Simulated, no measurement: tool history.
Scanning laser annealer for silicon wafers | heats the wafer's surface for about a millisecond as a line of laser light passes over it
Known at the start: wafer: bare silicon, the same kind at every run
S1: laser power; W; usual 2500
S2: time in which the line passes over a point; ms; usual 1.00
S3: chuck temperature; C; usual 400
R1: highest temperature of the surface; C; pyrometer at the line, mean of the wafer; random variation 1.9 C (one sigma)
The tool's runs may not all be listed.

Run 1, day 0.000: usual settings. Result: R1 1090 C.
Run 2, day 0.283: usual settings. Result: R1 1087 C.
Run 3, day 0.758: usual settings. Result: R1 1090 C.
Run 4, day 1.308: usual settings but S2 0.76 ms. Result: R1 990 C.
Run 5, day 1.775: usual settings but S2 0.76 ms. Result: R1 990 C.
Run 6, day 2.067: usual settings but S2 0.76 ms. Result: R1 992 C.
Run 7, day 2.458: usual settings but S2 0.76 ms. Result: R1 989 C.
Run 8, day 3.029: usual settings but S1 2634 W. Result: R1 1133 C.
Run 9, day 3.600: usual settings but S1 2634 W. Result: R1 1133 C.
Run 10, day 4.250: usual settings but S1 2634 W. Result: R1 1137 C.
Run 11, day 4.533: usual settings but S1 2634 W. Result: R1 1130 C.
Run 12, day 5.050: usual settings but S1 2634 W. Result: R1 1130 C.
Run 13, day 5.454: usual settings. Result: R1 1080 C.
Run 14, day 5.858: usual settings. Result: R1 1079 C.
Run 15, day 6.242: usual settings. Result: R1 1078 C.
Run 16, day 6.846: usual settings. Result: R1 1075 C.
Run 17, day 7.317: usual settings but S2 1.03 ms. Result: R1 1087 C.
At day 7.567: optics aligned, line set to its width.
Run 18, day 7.904: usual settings. Result: R1 1065 C.
Run 19, day 8.208: usual settings but S3 397 C. Result: R1 1065 C.
At day 8.967: optics aligned, line set to its width, once more.
Run 20, day 9.083: usual settings but S3 382 C. Result: R1 1074 C.
Run 21, day 9.708: usual settings but S1 2329 W, S2 0.87 ms, S3 382 C. Result: R1 965 C.
Run 22, day 10.067: usual settings but S1 2329 W, S2 0.87 ms, S3 382 C. Result: R1 966 C.
Run 23, day 10.388: usual settings but S1 2449 W, S3 389 C. Result: R1 1059 C.
Run 24, day 10.825: usual settings but S1 2605 W. Result: R1 1127 C.
Run 25, day 11.388: usual settings but S1 2465 W. Result: R1 1074 C.
Run 26, day 11.821: usual settings but S1 2282 W, S3 419 C. Result: R1 1028 C.
Run 27, day 12.183: usual settings but S1 2719 W, S2 1.10 ms, S3 424 C. Result: R1 1230 C.
Run 28, day 12.783: usual settings but S1 2719 W, S2 1.10 ms, S3 424 C. Result: R1 1234 C.
Run 29, day 13.150: usual settings but S1 2719 W, S2 0.82 ms, S3 416 C. Result: R1 1103 C.
Run 30, day 13.767: usual settings but S1 2524 W, S2 1.05 ms, S3 410 C. Result: R1 1120 C.
Run 31, day 14.221: usual settings but S1 2524 W, S2 0.81 ms, S3 365 C. Result: R1 983 C.
Run 32, day 14.700: usual settings but S1 2695 W, S2 0.81 ms, S3 394 C. Result: R1 1067 C.
Run 33, day 14.983: usual settings but S1 2697 W, S2 1.10 ms, S3 394 C. Result: R1 1191 C.
Run 34, day 15.567: usual settings but S1 2526 W, S2 1.10 ms, S3 394 C. Result: R1 1118 C.
Run 35, day 16.012: usual settings but S1 2526 W, S2 1.10 ms, S3 394 C. Result: R1 1121 C.
Run 36, day 16.304: usual settings but S1 2306 W, S3 397 C. Result: R1 1011 C.
Run 37, day 16.825: usual settings but S2 1.02 ms, S3 378 C. Result: R1 1064 C.
Run 38, day 17.208: usual settings but S1 2525 W, S2 1.02 ms, S3 419 C. Result: R1 1117 C.
Run 39, day 17.762: usual settings but S1 2145 W, S2 0.72 ms, S3 390 C. Result: R1 852 C.
Run 40, day 18.221: usual settings but S1 2188 W, S2 1.14 ms, S3 423 C. Result: R1 1035 C.

Hidden state or all else? Some run-to-run changes of R1, split into what the settings, what came in and random variation would give without the hidden state, and what is left for the hidden state (with any gauge scatter that isn't in both results):
The hidden state here: light that passes the window, % of a clean one's; laser's true power over the reading, %; width of the line over the set one, %; drift of the gauge itself on peak_c, C.
Run 17 -> 18: S2 1.03 -> 1.00, optics aligned, line set to its width. R1 -22 C: hidden state -10, all else -12.
Run 19 -> 20: S3 397 -> 382, optics aligned, line set to its width, once more. R1 +9 C: hidden state +27, all else -18.
Run 26 -> 27: S1 2282 -> 2719, S2 1.00 -> 1.10, S3 419 -> 424. R1 +202 C: hidden state -10, all else +212.
Run 38 -> 39: S1 2525 -> 2145, S2 1.02 -> 0.72, S3 419 -> 390. R1 -265 C: hidden state +14, all else -279.
Run 39 -> 40: S1 2145 -> 2188, S2 0.72 -> 1.14, S3 390 -> 423. R1 +183 C: hidden state -10, all else +193.
